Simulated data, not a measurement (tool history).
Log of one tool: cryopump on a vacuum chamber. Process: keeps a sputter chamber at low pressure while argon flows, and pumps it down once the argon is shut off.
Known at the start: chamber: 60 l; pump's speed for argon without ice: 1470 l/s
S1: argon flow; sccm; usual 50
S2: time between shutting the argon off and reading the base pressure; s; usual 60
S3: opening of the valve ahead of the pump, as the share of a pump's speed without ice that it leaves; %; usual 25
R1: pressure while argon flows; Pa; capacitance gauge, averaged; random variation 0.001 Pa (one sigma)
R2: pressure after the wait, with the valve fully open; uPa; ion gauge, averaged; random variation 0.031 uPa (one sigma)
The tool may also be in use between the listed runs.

run    day  S1   S2  S3      R1    R2
  1      0  50   60  25  0.2404   2.8
  2  0.554  88   60  25  0.4267  2.76
  3    0.9  88   60  25  0.4275  2.77
  4  1.538  88   60  25  0.4269  2.77
  5  2.125  66   60  25  0.3218  2.87
  6  2.542  50   60  25  0.2434  2.75
  7  3.221  50   60  25  0.2459  2.86
  8  3.667  50   60  25  0.2443  2.87
  9   4.05  35   60  25  0.1732  2.91
 10  4.629  35   60  25  0.1708  2.81
 11  5.121  62   49  16  0.4672  3.29
 12  5.717  62   49  16  0.4689  3.25
 13  6.429  69   49  53  0.1731  3.25
 14  6.792  54  188  53  0.1364  2.05
 15  7.225  26  200  26  0.1236  2.04
 16   7.65  67  243  25  0.3332   1.9
 17  8.071  67   51  47  0.1916  3.35
 18  8.438  36  167  23  0.1933  2.18

Forecast each of these 5 alternatives for the next run:
  A  8.912  20   60  25   ?   ?
  B  8.912  50   58  25   ?   ?
  C  8.912  24   42  52   ?   ?
  D  8.912  36  239  23   ?   ?
  E  8.912  47  231  15   ?   ?

run      R1    R2
  A  0.0992  3.03
  B  0.2479     3
  C  0.0616  3.66
  D  0.1944  2.01
  E  0.3777  1.98
Without the tool's hidden state the same runs would have given:
run      R1    R2
  A  0.0913  1.55
  B  0.2281  1.58
  C   0.052  2.21
  D  0.1801  0.53
  E   0.359  0.54
